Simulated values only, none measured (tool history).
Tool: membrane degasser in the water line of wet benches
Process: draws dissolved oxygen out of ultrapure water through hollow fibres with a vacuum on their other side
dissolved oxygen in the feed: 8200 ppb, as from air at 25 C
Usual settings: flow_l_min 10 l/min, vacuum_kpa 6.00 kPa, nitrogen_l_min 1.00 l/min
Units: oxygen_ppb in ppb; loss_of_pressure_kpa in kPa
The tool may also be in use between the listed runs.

Run 1, hour 0.0: usual settings. Result: oxygen_ppb 320.2 ppb, loss_of_pressure_kpa 33.34 kPa.
Run 2, hour 43.2: usual settings. Result: oxygen_ppb 319.1 ppb, loss_of_pressure_kpa 33.24 kPa.
Run 3, hour 91.4: usual settings. Result: oxygen_ppb 321.7 ppb, loss_of_pressure_kpa 33.27 kPa.
Run 4, hour 137.7: usual settings but flow_l_min 14 l/min. Result: oxygen_ppb 522.7 ppb, loss_of_pressure_kpa 46.59 kPa.
Run 5, hour 170.1: usual settings but vacuum_kpa 13.82 kPa. Result: oxygen_ppb 507.2 ppb, loss_of_pressure_kpa 33.14 kPa.
Run 6, hour 196.3: usual settings but vacuum_kpa 13.82 kPa. Result: oxygen_ppb 495.0 ppb, loss_of_pressure_kpa 33.29 kPa.
Run 7, hour 219.7: usual settings. Result: oxygen_ppb 332.2 ppb, loss_of_pressure_kpa 33.17 kPa.
Run 8, hour 251.9: usual settings but flow_l_min 13 l/min. Result: oxygen_ppb 471.6 ppb, loss_of_pressure_kpa 43.25 kPa.
Run 9, hour 294.1: usual settings but flow_l_min 13 l/min. Result: oxygen_ppb 478.3 ppb, loss_of_pressure_kpa 43.25 kPa.
Run 10, hour 337.8: usual settings but flow_l_min 13 l/min, nitrogen_l_min 1.52 l/min. Result: oxygen_ppb 442.8 ppb, loss_of_pressure_kpa 43.27 kPa.
Run 11, hour 387.1: usual settings but nitrogen_l_min 0.87 l/min. Result: oxygen_ppb 332.1 ppb, loss_of_pressure_kpa 33.38 kPa.
Run 12, hour 429.5: usual settings but nitrogen_l_min 0.87 l/min. Result: oxygen_ppb 335.5 ppb, loss_of_pressure_kpa 33.43 kPa.
Run 13, hour 466.0: usual settings but vacuum_kpa 9.96 kPa. Result: oxygen_ppb 409.2 ppb, loss_of_pressure_kpa 33.24 kPa.
Run 14, hour 504.9: usual settings but vacuum_kpa 9.96 kPa. Result: oxygen_ppb 411.0 ppb, loss_of_pressure_kpa 33.40 kPa.
Run 15, hour 554.2: usual settings. Result: oxygen_ppb 328.3 ppb, loss_of_pressure_kpa 33.25 kPa.
Run 16, hour 578.0: usual settings but vacuum_kpa 8.45 kPa. Result: oxygen_ppb 382.7 ppb, loss_of_pressure_kpa 33.31 kPa.
Run 17, hour 612.6: usual settings. Result: oxygen_ppb 324.1 ppb, loss_of_pressure_kpa 33.33 kPa.

Forecast run 18:
Run 18, hour 655.2: usual settings but flow_l_min 12 l/min, vacuum_kpa 4.11 kPa, nitrogen_l_min 1.22 l/min. Result: oxygen_ppb ?, loss_of_pressure_kpa ?.

Run 18 gave oxygen_ppb 381.8 ppb, loss_of_pressure_kpa 39.93 kPa.
Without the tool's hidden state the same run would have given oxygen_ppb 368.9 ppb, loss_of_pressure_kpa 39.76 kPa.

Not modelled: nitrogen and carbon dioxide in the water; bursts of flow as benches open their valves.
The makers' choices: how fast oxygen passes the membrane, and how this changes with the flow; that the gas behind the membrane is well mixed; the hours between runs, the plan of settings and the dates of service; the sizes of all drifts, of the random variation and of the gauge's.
